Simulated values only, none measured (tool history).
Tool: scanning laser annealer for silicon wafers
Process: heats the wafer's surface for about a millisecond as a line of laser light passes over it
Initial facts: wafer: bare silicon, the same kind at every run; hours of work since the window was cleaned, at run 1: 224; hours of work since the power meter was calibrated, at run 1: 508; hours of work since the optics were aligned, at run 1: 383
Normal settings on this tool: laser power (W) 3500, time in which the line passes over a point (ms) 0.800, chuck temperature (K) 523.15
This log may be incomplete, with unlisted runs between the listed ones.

| run | day | laser power (W) | time in which the line passes over a point (ms) | chuck temperature (K) | hours of work since the window was cleaned | hours of work since the power meter was calibrated | hours of work since the optics were aligned | highest temperature of the surface (K) |
|---|---|---|---|---|---|---|---|---|
| 1 | 0.000 | 3500 | 0.800 | 523.15 | 224 | 508 | 383 | 1247.15 |
| 2 | 2.204 | 3500 | 0.800 | 539.15 | 247 | 532 | 407 | 1260.15 |
| 3 | 4.054 | 3500 | 0.800 | 539.15 | 267 | 552 | 427 | 1257.15 |
| 4 | 5.912 | 3109 | 0.800 | 523.15 | 288 | 572 | 447 | 1132.15 |
| 5 | 8.000 | 3109 | 0.800 | 523.15 | 310 | 595 | 469 | 1128.15 |
| 6 | 10.400 | 3109 | 0.800 | 523.15 | 336 | 621 | 495 | 1127.15 |
| 7 | 11.525 | 3109 | 0.800 | 523.15 | 348 | 633 | 507 | 1122.15 |
| 8 | 13.354 | 3109 | 0.800 | 523.15 | 368 | 653 | 527 | 1124.15 |
|  | 14.296 | window over the wafer cleaned |
| 9 | 15.000 | 3500 | 0.941 | 523.15 | 8 | 670 | 544 | 1334.15 |
| 10 | 16.662 | 3500 | 0.800 | 523.15 | 26 | 688 | 562 | 1265.15 |
| 11 | 19.258 | 3500 | 0.800 | 523.15 | 54 | 716 | 590 | 1257.15 |
| 12 | 21.346 | 3500 | 0.800 | 535.15 | 76 | 738 | 613 | 1269.15 |
| 13 | 23.862 | 3500 | 0.800 | 535.15 | 103 | 766 | 640 | 1263.15 |
| 14 | 25.388 | 3500 | 0.800 | 535.15 | 120 | 782 | 656 | 1263.15 |
| 15 | 27.312 | 3500 | 0.800 | 535.15 | 141 | 803 | 677 | 1258.15 |
| 16 | 28.442 | 3500 | 0.800 | 535.15 | 153 | 815 | 689 | 1259.15 |
|  | 29.858 | optics aligned, line set to its width |
| 17 | 30.033 | 3500 | 0.800 | 535.15 | 168 | 830 | 2 | 1271.15 |
| 18 | 32.338 | 3500 | 0.800 | 535.15 | 193 | 855 | 27 | 1267.15 |
| 19 | 33.562 | 3500 | 0.800 | 535.15 | 206 | 868 | 40 | 1265.15 |
| 20 | 34.950 | 3500 | 0.800 | 535.15 | 221 | 883 | 55 | 1263.15 |
| 21 | 36.567 | 3500 | 0.800 | 535.15 | 239 | 901 | 73 | 1261.15 |
| 22 | 38.150 | 3500 | 0.800 | 535.15 | 256 | 918 | 90 | 1255.15 |
| 23 | 40.058 | 2992 | 0.908 | 517.15 | 276 | 939 | 110 | 1145.15 |
| 24 | 42.750 | 3673 | 0.641 | 523.15 | 306 | 968 | 139 | 1199.15 |
| 25 | 43.929 | 3673 | 0.641 | 523.15 | 318 | 980 | 152 | 1197.15 |
|  | 44.308 | laser's power meter calibrated |
| 26 | 45.696 | 3101 | 0.613 | 491.15 | 336 | 15 | 170 | 1012.15 |
| 27 | 46.975 | 3101 | 0.722 | 499.15 | 350 | 29 | 184 | 1068.15 |
| 28 | 48.262 | 3841 | 0.722 | 557.15 | 364 | 43 | 198 | 1309.15 |
|  | 49.454 | window over the wafer cleaned |
| 29 | 49.758 | 2999 | 0.570 | 526.15 | 3 | 58 | 213 | 1030.15 |
| 30 | 52.142 | 2999 | 0.570 | 526.15 | 29 | 84 | 239 | 1024.15 |
| 31 | 53.729 | 2999 | 0.570 | 526.15 | 46 | 101 | 256 | 1025.15 |
|  | 55.308 | laser's power meter calibrated, once more |
| 32 | 55.367 | 2999 | 0.857 | 532.15 | 63 | 1 | 272 | 1160.15 |
| 33 | 57.533 | 3478 | 0.800 | 523.15 | 86 | 24 | 296 | 1258.15 |
| 34 | 59.450 | 3094 | 0.800 | 523.15 | 107 | 45 | 316 | 1152.15 |
| 35 | 62.158 | 3628 | 0.724 | 523.15 | 136 | 74 | 346 | 1254.15 |
| 36 | 64.496 | 3500 | 0.707 | 543.15 | 161 | 99 | 371 | 1227.15 |
| 37 | 66.975 | 3500 | 0.707 | 543.15 | 188 | 126 | 398 | 1220.15 |
| 38 | 69.183 | 3500 | 0.721 | 536.15 | 212 | 150 | 422 | 1222.15 |
| 39 | 70.988 | 3353 | 0.743 | 523.15 | 232 | 170 | 441 | 1179.15 |
| 40 | 72.867 | 3604 | 0.800 | 557.15 | 252 | 190 | 462 | 1300.15 |
| 41 | 75.288 | 3604 | 0.800 | 557.15 | 278 | 216 | 488 | 1299.15 |

Across each entry between runs, compare the hidden state at the last listed run before it with the hidden state at the first listed run after it:
Logged between run 8 and run 9: window over the wafer cleaned (day 14.296)
  light that passes the window, % of a clean one's: 95.43 -> 99.7; laser's true power over the reading, %: -0.17 -> -0.18; width of the line over the set one, %: 2.26 -> 2.33
  the result without the hidden state subtracted from the measured one, highest temperature of the surface (K): -51.00 -> -20.00
Logged between run 16 and run 17: optics aligned, line set to its width (day 29.858)
  light that passes the window, % of a clean one's: 97.89 -> 97.7; width of the line over the set one, %: 2.95 -> 0.1
  the result without the hidden state subtracted from the measured one, highest temperature of the surface (K): -41.00 -> -26.00
Logged between run 25 and run 26: laser's power meter calibrated (day 44.308)
  light that passes the window, % of a clean one's: 95.89 -> 95.67; laser's true power over the reading, %: -0.25 -> -0.43; width of the line over the set one, %: 0.72 -> 0.8
  the result without the hidden state subtracted from the measured one, highest temperature of the surface (K): -46.00 -> -38.00
Logged between run 28 and run 29: window over the wafer cleaned (day 49.454)
  light that passes the window, % of a clean one's: 95.32 -> 99.59; width of the line over the set one, %: 0.92 -> 0.99
  the result without the hidden state subtracted from the measured one, highest temperature of the surface (K): -61.00 -> -10.00
Logged between run 31 and run 32: laser's power meter calibrated, once more (day 55.308)
  light that passes the window, % of a clean one's: 99.07 -> 98.86; laser's true power over the reading, %: -0.45 -> 0.25; width of the line over the set one, %: 1.17 -> 1.24
  the result without the hidden state subtracted from the measured one, highest temperature of the surface (K): -14.00 -> -14.00

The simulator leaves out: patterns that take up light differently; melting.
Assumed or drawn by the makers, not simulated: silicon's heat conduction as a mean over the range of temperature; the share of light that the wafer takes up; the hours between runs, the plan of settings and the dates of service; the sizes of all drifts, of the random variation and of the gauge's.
